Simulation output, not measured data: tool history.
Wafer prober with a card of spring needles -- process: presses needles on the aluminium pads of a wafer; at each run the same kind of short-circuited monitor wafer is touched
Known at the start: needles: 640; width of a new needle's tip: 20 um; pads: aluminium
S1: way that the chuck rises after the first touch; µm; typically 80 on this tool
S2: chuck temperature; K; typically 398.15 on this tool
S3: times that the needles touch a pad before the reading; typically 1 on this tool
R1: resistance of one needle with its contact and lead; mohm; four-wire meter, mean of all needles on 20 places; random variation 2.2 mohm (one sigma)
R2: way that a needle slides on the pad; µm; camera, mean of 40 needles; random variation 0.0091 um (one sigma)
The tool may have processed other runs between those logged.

| run | hour | S1 | S2 | S3 | R1 | R2 |
|---|---|---|---|---|---|---|
| 1 | 0.0 | 80 | 398.15 | 1 | 257 | 10.148 |
|  | 8.5 | tips cleaned on abrasive film |
|  | 16.8 | tips cleaned on abrasive film |
| 2 | 22.9 | 80 | 398.15 | 1 | 313 | 10.136 |
|  | 25.8 | tips cleaned on abrasive film |
|  | 34.4 | tips cleaned on abrasive film |
|  | 42.6 | tips cleaned on abrasive film |
| 3 | 44.2 | 80 | 398.15 | 1 | 280 | 10.117 |
|  | 50.5 | tips cleaned on abrasive film |
|  | 58.9 | tips cleaned on abrasive film |
| 4 | 59.8 | 80 | 398.15 | 1 | 271 | 10.098 |
|  | 63.7 | height of the first contact set anew |
|  | 67.3 | tips cleaned on abrasive film |
|  | 75.0 | tips cleaned on abrasive film |
| 5 | 81.0 | 80 | 398.15 | 1 | 317 | 10.186 |
|  | 82.9 | tips cleaned on abrasive film |
|  | 91.1 | tips cleaned on abrasive film |
|  | 99.6 | tips cleaned on abrasive film |
| 6 | 101.8 | 80 | 398.15 | 1 | 292 | 10.171 |
|  | 108.3 | tips cleaned on abrasive film |
| 7 | 114.9 | 80 | 398.15 | 1 | 321 | 10.161 |
|  | 116.4 | tips cleaned on abrasive film |
|  | 124.9 | tips cleaned on abrasive film |
| 8 | 128.0 | 80 | 398.15 | 1 | 300 | 10.169 |
|  | 133.0 | tips cleaned on abrasive film |
|  | 142.3 | tips cleaned on abrasive film |
| 9 | 143.6 | 80 | 398.15 | 1 | 282 | 10.129 |
|  | 150.8 | tips cleaned on abrasive film |
|  | 159.1 | tips cleaned on abrasive film |
| 10 | 165.9 | 80 | 398.15 | 1 | 324 | 10.129 |
|  | 167.5 | tips cleaned on abrasive film |
|  | 176.3 | tips cleaned on abrasive film |
| 11 | 180.6 | 80 | 398.15 | 1 | 310 | 10.102 |
|  | 185.4 | tips cleaned on abrasive film |
|  | 193.6 | tips cleaned on abrasive film |
|  | 198.0 | height of the first contact set anew |
| 12 | 198.0 | 61 | 398.15 | 1 | 357 | 7.774 |
|  | 202.8 | tips cleaned on abrasive film |
|  | 211.4 | tips cleaned on abrasive film |
|  | 219.5 | tips cleaned on abrasive film |
| 13 | 219.5 | 80 | 398.15 | 1 | 257 | 10.173 |
|  | 227.4 | tips cleaned on abrasive film |
|  | 235.1 | tips cleaned on abrasive film |
| 14 | 241.0 | 80 | 398.15 | 1 | 307 | 10.150 |
|  | 243.1 | tips cleaned on abrasive film |
| 15 | 250.3 | 80 | 398.15 | 1 | 319 | 10.164 |
|  | 252.3 | tips cleaned on abrasive film |
|  | 261.0 | tips cleaned on abrasive film |
| 16 | 265.7 | 80 | 398.15 | 1 | 305 | 10.170 |
|  | 268.9 | tips cleaned on abrasive film |
|  | 277.1 | tips cleaned on abrasive film |
| 17 | 284.4 | 76 | 398.15 | 1 | 326 | 9.631 |
|  | 286.0 | tips cleaned on abrasive film |
|  | 293.7 | tips cleaned on abrasive film |
| 18 | 294.1 | 70 | 398.15 | 1 | 273 | 8.841 |
|  | 301.8 | tips cleaned on abrasive film |
|  | 310.5 | tips cleaned on abrasive film |
| 19 | 312.8 | 80 | 334.15 | 2 | 263 | 10.106 |
|  | 318.5 | tips cleaned on abrasive film |
|  | 327.5 | tips cleaned on abrasive film |
|  | 331.7 | height of the first contact set anew |
| 20 | 334.9 | 80 | 334.15 | 2 | 282 | 10.203 |
|  | 336.9 | tips cleaned on abrasive film |
|  | 344.6 | tips cleaned on abrasive film |
|  | 352.4 | tips cleaned on abrasive film |
| 21 | 353.5 | 80 | 334.15 | 2 | 253 | 10.167 |
|  | 360.8 | tips cleaned on abrasive film |
|  | 369.0 | tips cleaned on abrasive film |
|  | 376.7 | tips cleaned on abrasive film |
| 22 | 376.7 | 65 | 351.15 | 2 | 249 | 8.260 |
|  | 384.9 | tips cleaned on abrasive film |
| 23 | 388.0 | 80 | 328.15 | 1 | 286 | 10.161 |
|  | 393.7 | tips cleaned on abrasive film |
| 24 | 398.5 | 71 | 328.15 | 3 | 266 | 9.019 |
|  | 401.9 | tips cleaned on abrasive film |
|  | 409.7 | tips cleaned on abrasive film |
| 25 | 409.7 | 62 | 304.15 | 1 | 240 | 7.856 |
|  | 418.7 | tips cleaned on abrasive film |
| 26 | 423.5 | 64 | 370.15 | 2 | 315 | 8.100 |
|  | 426.4 | tips cleaned on abrasive film |
|  | 434.1 | tips cleaned on abrasive film |
| 27 | 436.7 | 80 | 371.15 | 1 | 292 | 10.114 |
|  | 442.0 | tips cleaned on abrasive film |
| 28 | 449.2 | 80 | 371.15 | 1 | 321 | 10.120 |
|  | 450.5 | tips cleaned on abrasive film |
|  | 458.7 | tips cleaned on abrasive film |
|  | 466.0 | height of the first contact set anew |
|  | 467.3 | tips cleaned on abrasive film |
| 29 | 472.3 | 84 | 371.15 | 2 | 284 | 10.698 |
|  | 475.3 | tips cleaned on abrasive film |
|  | 484.0 | tips cleaned on abrasive film |
| 30 | 487.3 | 99 | 334.15 | 2 | 256 | 12.611 |
|  | 492.1 | tips cleaned on abrasive film |
|  | 500.9 | tips cleaned on abrasive film |
| 31 | 504.2 | 99 | 334.15 | 2 | 252 | 12.585 |

Alternative continuations, all from the tool just after run 31; predict every row:
|  | 508.9 | tips cleaned on abrasive film |
|  | 517.1 | tips cleaned on abrasive film |
| A | 520.2 | 67 | 398.15 | 1 | ? | ? |
|  | 508.9 | tips cleaned on abrasive film |
|  | 517.1 | tips cleaned on abrasive film |
| B | 520.2 | 98 | 398.15 | 2 | ? | ? |
|  | 508.9 | tips cleaned on abrasive film |
|  | 517.1 | tips cleaned on abrasive film |
| C | 520.2 | 80 | 398.15 | 2 | ? | ? |

| run | R1 | R2 |
|---|---|---|
| A | 335 | 8.499 |
| B | 271 | 12.468 |
| C | 284 | 10.158 |
With no hidden state in the tool, these same runs would have given:
| run | R1 | R2 |
|---|---|---|
| A | 256 | 8.541 |
| B | 246 | 12.510 |
| C | 249 | 10.200 |
